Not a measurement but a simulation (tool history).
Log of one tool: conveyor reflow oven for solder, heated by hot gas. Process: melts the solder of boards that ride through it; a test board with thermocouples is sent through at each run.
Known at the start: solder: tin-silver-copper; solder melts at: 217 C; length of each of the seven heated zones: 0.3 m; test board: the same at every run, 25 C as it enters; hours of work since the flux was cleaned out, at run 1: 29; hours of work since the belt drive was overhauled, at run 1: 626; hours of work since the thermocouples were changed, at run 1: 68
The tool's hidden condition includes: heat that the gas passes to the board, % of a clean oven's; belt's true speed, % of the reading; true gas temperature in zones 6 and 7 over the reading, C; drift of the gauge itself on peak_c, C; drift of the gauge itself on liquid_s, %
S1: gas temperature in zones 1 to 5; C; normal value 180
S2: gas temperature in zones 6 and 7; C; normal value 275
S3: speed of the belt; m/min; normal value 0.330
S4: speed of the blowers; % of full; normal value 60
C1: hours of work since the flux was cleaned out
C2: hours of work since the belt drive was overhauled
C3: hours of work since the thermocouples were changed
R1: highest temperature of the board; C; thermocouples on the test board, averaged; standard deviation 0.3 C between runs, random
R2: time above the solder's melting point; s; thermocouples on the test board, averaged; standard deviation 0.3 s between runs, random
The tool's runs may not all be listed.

run 1 hour=0.0 | S1=180 S2=275 S3=0.330 S4=60 | C1=29 C2=626 C3=68 | R1=264.5 R2=97.1
run 2 hour=5.5 | S1=180 S2=275 S3=0.390 S4=60 | C1=32 C2=629 C3=72 | R1=260.0 R2=77.5
run 3 hour=10.7 | S1=180 S2=275 S3=0.390 S4=60 | C1=35 C2=632 C3=75 | R1=259.9 R2=78.0
run 4 hour=18.8 | S1=183 S2=275 S3=0.330 S4=60 | C1=40 C2=637 C3=79 | R1=265.0 R2=98.7
run 5 hour=24.3 | S1=183 S2=275 S3=0.330 S4=60 | C1=43 C2=640 C3=82 | R1=265.0 R2=98.3
run 6 hour=34.4 | S1=183 S2=275 S3=0.330 S4=60 | C1=49 C2=646 C3=88 | R1=264.7 R2=98.1
run 7 hour=40.3 | S1=183 S2=275 S3=0.330 S4=60 | C1=52 C2=649 C3=91 | R1=265.0 R2=98.3
run 8 hour=45.4 | S1=172 S2=275 S3=0.330 S4=60 | C1=55 C2=652 C3=94 | R1=264.2 R2=92.4
run 9 hour=50.7 | S1=172 S2=275 S3=0.330 S4=60 | C1=58 C2=655 C3=97 | R1=263.2 R2=92.8
run 10 hour=58.4 | S1=180 S2=275 S3=0.330 S4=60 | C1=63 C2=660 C3=102 | R1=264.4 R2=97.1
run 11 hour=64.5 | S1=180 S2=275 S3=0.330 S4=60 | C1=66 C2=663 C3=105 | R1=264.6 R2=97.2
run 12 hour=69.5 | S1=189 S2=275 S3=0.330 S4=60 | C1=69 C2=666 C3=108 | R1=265.5 R2=102.7
run 13 hour=77.6 | S1=189 S2=275 S3=0.330 S4=60 | C1=74 C2=671 C3=113 | R1=265.8 R2=102.5
run 14 hour=86.8 | S1=180 S2=275 S3=0.286 S4=60 | C1=79 C2=676 C3=118 | R1=268.4 R2=115.7
run 15 hour=92.4 | S1=180 S2=275 S3=0.330 S4=60 | C1=82 C2=679 C3=121 | R1=264.6 R2=97.3
run 16 hour=100.6 | S1=180 S2=275 S3=0.330 S4=60 | C1=87 C2=684 C3=126 | R1=264.8 R2=97.2
run 17 hour=110.1 | S1=194 S2=275 S3=0.326 S4=56 | C1=92 C2=689 C3=131 | R1=266.2 R2=107.4
run 18 hour=119.6 | S1=166 S2=275 S3=0.330 S4=84 | C1=98 C2=695 C3=137 | R1=266.0 R2=92.1
run 19 hour=128.3 | S1=166 S2=275 S3=0.330 S4=84 | C1=103 C2=700 C3=142 | R1=265.7 R2=92.4
run 20 hour=136.0 | S1=166 S2=275 S3=0.330 S4=84 | C1=107 C2=704 C3=146 | R1=265.8 R2=92.4
run 21 hour=144.0 | S1=166 S2=275 S3=0.330 S4=84 | C1=112 C2=709 C3=151 | R1=265.8 R2=93.1
run 22 hour=152.8 | S1=166 S2=275 S3=0.330 S4=84 | C1=117 C2=714 C3=156 | R1=266.2 R2=91.8
run 23 hour=163.1 | S1=166 S2=275 S3=0.330 S4=84 | C1=123 C2=720 C3=162 | R1=266.3 R2=92.5
run 24 hour=170.9 | S1=192 S2=283 S3=0.311 S4=84 | C1=127 C2=724 C3=166 | R1=277.1 R2=115.6
run 25 hour=177.2 | S1=192 S2=283 S3=0.311 S4=84 | C1=131 C2=728 C3=170 | R1=277.2 R2=115.9
run 26 hour=183.0 | S1=182 S2=269 S3=0.301 S4=56 | C1=134 C2=731 C3=173 | R1=261.1 R2=104.6
run 27 hour=187.8 | S1=176 S2=275 S3=0.330 S4=82 | C1=137 C2=734 C3=176 | R1=266.3 R2=96.3
run 28 hour=197.0 | S1=176 S2=275 S3=0.330 S4=82 | C1=142 C2=739 C3=181 | R1=266.8 R2=96.7
run 29 hour=202.6 | S1=180 S2=273 S3=0.330 S4=60 | C1=145 C2=742 C3=184 | R1=262.9 R2=95.6

Below are 4 alternative next runs, each starting from the tool's condition after run 29. Predict each:
run A hour=210.2 | S1=180 S2=277 S3=0.278 S4=60 | C1=150 C2=747 C3=189 | R1=? R2=?
run B hour=210.2 | S1=186 S2=273 S3=0.321 S4=60 | C1=150 C2=747 C3=189 | R1=? R2=?
run C hour=210.2 | S1=180 S2=275 S3=0.279 S4=60 | C1=150 C2=747 C3=189 | R1=? R2=?
run D hour=210.2 | S1=176 S2=276 S3=0.355 S4=60 | C1=150 C2=747 C3=189 | R1=? R2=?

run=A R1=270.2 R2=120.3
run=B R1=263.8 R2=102.2
run=C R1=268.5 R2=118.4
run=D R1=262.7 R2=87.0
The same runs, with their run-to-run variation unchanged, on a tool lacking any hidden condition would have given:
run=A R1=270.2 R2=120.2
run=B R1=263.8 R2=102.1
run=C R1=268.5 R2=118.4
run=D R1=262.7 R2=87.0
